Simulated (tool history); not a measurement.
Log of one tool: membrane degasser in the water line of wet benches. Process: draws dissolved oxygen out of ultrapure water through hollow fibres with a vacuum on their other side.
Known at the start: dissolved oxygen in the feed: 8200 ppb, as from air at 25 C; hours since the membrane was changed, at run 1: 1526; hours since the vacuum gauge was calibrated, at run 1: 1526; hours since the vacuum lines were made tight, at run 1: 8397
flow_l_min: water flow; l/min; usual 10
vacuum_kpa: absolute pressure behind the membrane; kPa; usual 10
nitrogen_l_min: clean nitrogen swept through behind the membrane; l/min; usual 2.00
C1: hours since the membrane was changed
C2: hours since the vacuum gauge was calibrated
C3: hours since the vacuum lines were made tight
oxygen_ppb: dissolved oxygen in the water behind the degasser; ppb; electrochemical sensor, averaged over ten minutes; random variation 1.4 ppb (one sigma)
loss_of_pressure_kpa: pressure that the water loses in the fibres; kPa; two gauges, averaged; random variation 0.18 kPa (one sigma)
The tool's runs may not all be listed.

run 1 day=0.000 | flow_l_min=10 vacuum_kpa=10 nitrogen_l_min=2.00 | C1=1526 C2=1526 C3=8397 | oxygen_ppb=139.0 loss_of_pressure_kpa=32.78
run 2 day=7.892 | flow_l_min=10 vacuum_kpa=10 nitrogen_l_min=2.00 | C1=1715 C2=1715 C3=8586 | oxygen_ppb=137.4 loss_of_pressure_kpa=32.66
run 3 day=16.588 | flow_l_min=10 vacuum_kpa=10 nitrogen_l_min=2.00 | C1=1924 C2=1924 C3=8795 | oxygen_ppb=140.1 loss_of_pressure_kpa=33.00
run 4 day=24.929 | flow_l_min=10 vacuum_kpa=10 nitrogen_l_min=2.00 | C1=2124 C2=2124 C3=8995 | oxygen_ppb=141.8 loss_of_pressure_kpa=32.98
run 5 day=32.246 | flow_l_min=10 vacuum_kpa=10 nitrogen_l_min=2.00 | C1=2300 C2=2300 C3=9170 | oxygen_ppb=140.7 loss_of_pressure_kpa=32.83
run 6 day=41.546 | flow_l_min=10 vacuum_kpa=10 nitrogen_l_min=4.41 | C1=2523 C2=2523 C3=9394 | oxygen_ppb=94.3 loss_of_pressure_kpa=32.90
run 7 day=47.067 | flow_l_min=7 vacuum_kpa=10 nitrogen_l_min=2.00 | C1=2656 C2=2656 C3=9526 | oxygen_ppb=79.2 loss_of_pressure_kpa=23.13
-- day=48.788 seals of the vacuum lines changed
run 8 day=52.488 | flow_l_min=7 vacuum_kpa=10 nitrogen_l_min=2.00 | C1=2784 C2=2784 C3=89 | oxygen_ppb=73.2 loss_of_pressure_kpa=23.21
run 9 day=60.221 | flow_l_min=10 vacuum_kpa=10 nitrogen_l_min=2.54 | C1=2969 C2=2969 C3=274 | oxygen_ppb=119.2 loss_of_pressure_kpa=33.18
run 10 day=65.858 | flow_l_min=10 vacuum_kpa=10 nitrogen_l_min=2.54 | C1=3105 C2=3105 C3=410 | oxygen_ppb=122.7 loss_of_pressure_kpa=33.03
run 11 day=74.496 | flow_l_min=10 vacuum_kpa=10 nitrogen_l_min=2.54 | C1=3312 C2=3312 C3=617 | oxygen_ppb=121.0 loss_of_pressure_kpa=33.22
run 12 day=81.333 | flow_l_min=7 vacuum_kpa=10 nitrogen_l_min=2.54 | C1=3476 C2=3476 C3=781 | oxygen_ppb=62.4 loss_of_pressure_kpa=23.44
run 13 day=88.596 | flow_l_min=7 vacuum_kpa=10 nitrogen_l_min=2.54 | C1=3650 C2=3650 C3=955 | oxygen_ppb=63.0 loss_of_pressure_kpa=23.27
run 14 day=95.471 | flow_l_min=7 vacuum_kpa=10 nitrogen_l_min=2.54 | C1=3815 C2=3815 C3=1120 | oxygen_ppb=61.7 loss_of_pressure_kpa=22.86

Forecast run 15:
run 15 day=102.229 | flow_l_min=7 vacuum_kpa=10 nitrogen_l_min=2.54 | C1=3977 C2=3977 C3=1283 | oxygen_ppb=? loss_of_pressure_kpa=?

Run 15 gave oxygen_ppb 64.7 ppb, loss_of_pressure_kpa 23.32 kPa.
Without the tool's hidden state the same run would have given oxygen_ppb 60.9 ppb, loss_of_pressure_kpa 22.81 kPa.

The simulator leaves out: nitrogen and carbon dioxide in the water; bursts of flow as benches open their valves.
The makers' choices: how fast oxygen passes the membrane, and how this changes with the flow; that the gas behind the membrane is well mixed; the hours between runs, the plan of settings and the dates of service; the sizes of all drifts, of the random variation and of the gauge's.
